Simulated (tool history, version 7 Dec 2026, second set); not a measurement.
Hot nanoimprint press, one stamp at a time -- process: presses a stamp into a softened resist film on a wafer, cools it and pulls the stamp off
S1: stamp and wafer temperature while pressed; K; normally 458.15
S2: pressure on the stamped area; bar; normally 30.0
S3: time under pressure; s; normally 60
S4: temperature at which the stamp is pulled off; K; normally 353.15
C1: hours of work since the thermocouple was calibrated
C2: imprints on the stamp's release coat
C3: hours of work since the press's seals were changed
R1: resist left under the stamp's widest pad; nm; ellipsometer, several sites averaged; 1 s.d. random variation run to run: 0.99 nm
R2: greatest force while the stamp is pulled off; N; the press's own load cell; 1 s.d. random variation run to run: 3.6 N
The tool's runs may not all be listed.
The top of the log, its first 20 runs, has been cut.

{"day": 14.888, "done": "plate thermocouple calibrated, once more"}
{"run": 21, "day": 15.017, "S1": 469.15, "S2": 30.0, "S3": 60, "S4": 353.15, "C1": 2, "C2": 491, "C3": 371, "R1": 123.4, "R2": 188}
{"run": 22, "day": 15.804, "S1": 461.15, "S2": 25.9, "S3": 46, "S4": 353.15, "C1": 13, "C2": 546, "C3": 382, "R1": 179.4, "R2": 195}
{"day": 16.212, "done": "stamp cleaned and given a new release coat"}
{"run": 23, "day": 17.062, "S1": 461.15, "S2": 25.9, "S3": 46, "S4": 353.15, "C1": 28, "C2": 60, "C3": 397, "R1": 177.8, "R2": 172}
{"run": 24, "day": 17.95, "S1": 465.15, "S2": 30.0, "S3": 36, "S4": 353.15, "C1": 41, "C2": 122, "C3": 410, "R1": 164.7, "R2": 171}
{"run": 25, "day": 18.638, "S1": 458.15, "S2": 21.6, "S3": 60, "S4": 353.15, "C1": 51, "C2": 170, "C3": 420, "R1": 187.6, "R2": 176}
{"run": 26, "day": 19.183, "S1": 452.15, "S2": 32.0, "S3": 112, "S4": 343.15, "C1": 59, "C2": 209, "C3": 428, "R1": 160.2, "R2": 211}
{"run": 27, "day": 20.183, "S1": 451.15, "S2": 47.5, "S3": 50, "S4": 359.15, "C1": 74, "C2": 279, "C3": 442, "R1": 189.4, "R2": 162}
{"run": 28, "day": 21.029, "S1": 462.15, "S2": 30.0, "S3": 54, "S4": 356.15, "C1": 86, "C2": 338, "C3": 455, "R1": 155.9, "R2": 178}
{"run": 29, "day": 21.617, "S1": 450.15, "S2": 30.0, "S3": 107, "S4": 356.15, "C1": 95, "C2": 379, "C3": 463, "R1": 176.1, "R2": 177}
{"run": 30, "day": 22.471, "S1": 467.15, "S2": 30.0, "S3": 107, "S4": 356.15, "C1": 107, "C2": 439, "C3": 476, "R1": 100.2, "R2": 179}

Predict each of these 4 candidate next runs independently; none follows another, all start after run 30:
{"run": "A", "day": 23.279, "S1": 467.15, "S2": 30.0, "S3": 38, "S4": 356.15, "C1": 119, "C2": 496, "C3": 488, "R1": "?", "R2": "?"}
{"run": "B", "day": 23.279, "S1": 458.15, "S2": 30.0, "S3": 60, "S4": 344.15, "C1": 119, "C2": 496, "C3": 488, "R1": "?", "R2": "?"}
{"run": "C", "day": 23.279, "S1": 461.15, "S2": 30.0, "S3": 83, "S4": 357.15, "C1": 119, "C2": 496, "C3": 488, "R1": "?", "R2": "?"}
{"run": "D", "day": 23.279, "S1": 467.15, "S2": 30.0, "S3": 107, "S4": 345.15, "C1": 119, "C2": 496, "C3": 488, "R1": "?", "R2": "?"}

run=A R1=153.1 R2=173
run=B R1=167.4 R2=218
run=C R1=136.5 R2=176
run=D R1=101.0 R2=213
With no hidden state in the tool, these same runs would have given:
run=A R1=154.6 R2=155
run=B R1=169.2 R2=194
run=C R1=138.1 R2=157
run=D R1=102.2 R2=190

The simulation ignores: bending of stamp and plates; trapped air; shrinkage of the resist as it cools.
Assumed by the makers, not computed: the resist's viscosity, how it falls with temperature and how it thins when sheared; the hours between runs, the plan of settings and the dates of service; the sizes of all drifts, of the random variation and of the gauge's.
